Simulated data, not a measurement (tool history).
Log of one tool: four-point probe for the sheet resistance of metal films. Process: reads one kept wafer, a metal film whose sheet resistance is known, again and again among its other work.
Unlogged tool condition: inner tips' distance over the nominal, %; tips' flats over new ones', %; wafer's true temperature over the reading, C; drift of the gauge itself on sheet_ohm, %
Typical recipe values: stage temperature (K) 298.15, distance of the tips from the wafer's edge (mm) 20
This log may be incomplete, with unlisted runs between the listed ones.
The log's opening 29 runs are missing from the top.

run	hour	stage temperature (K)	distance of the tips from the wafer's edge (mm)	touches since the probe head was changed	hours of work since the stage's thermometer was calibrated	sheet resistance as the instrument gives it (ohm/square)
30	769.4	296.15	12	3479	570	0.059585
31	789	296.15	12	3978	579	0.059615
32	814.9	306.15	11	4636	590	0.059715
33	831.6	306.15	11	5061	597	0.059714
34	861.3	298.15	32	5816	609	0.059538
35	896.9	298.15	20	6722	624	0.05954
36	932.4	298.15	20	7625	639	0.059579
37	970.7	292.15	22	8600	655	0.059483
38	1006.5	292.15	22	9509	670	0.059483
39	1024	292.15	54	9955	677	0.059474
40	1060.5	293.15	51	10883	692	0.059451
41	1094.4	296.15	26	11747	707	0.0595
42	1122.1	296.15	26	12450	718	0.059492

Predict each of these 4 candidate next runs independently; none follows another, all start after run 42:
A	1155.5	302.15	7	13299	732	?
B	1155.5	296.15	20	13299	732	?
C	1155.5	306.15	4	13299	732	?
D	1155.5	298.15	75	13299	732	?

run	sheet resistance as the instrument gives it (ohm/square)
A	0.059783
B	0.059501
C	0.060366
D	0.059511
The same runs, with their run-to-run variation unchanged, on a tool lacking any hidden condition would have given:
run	sheet resistance as the instrument gives it (ohm/square)
A	0.059711
B	0.059428
C	0.060293
D	0.059438

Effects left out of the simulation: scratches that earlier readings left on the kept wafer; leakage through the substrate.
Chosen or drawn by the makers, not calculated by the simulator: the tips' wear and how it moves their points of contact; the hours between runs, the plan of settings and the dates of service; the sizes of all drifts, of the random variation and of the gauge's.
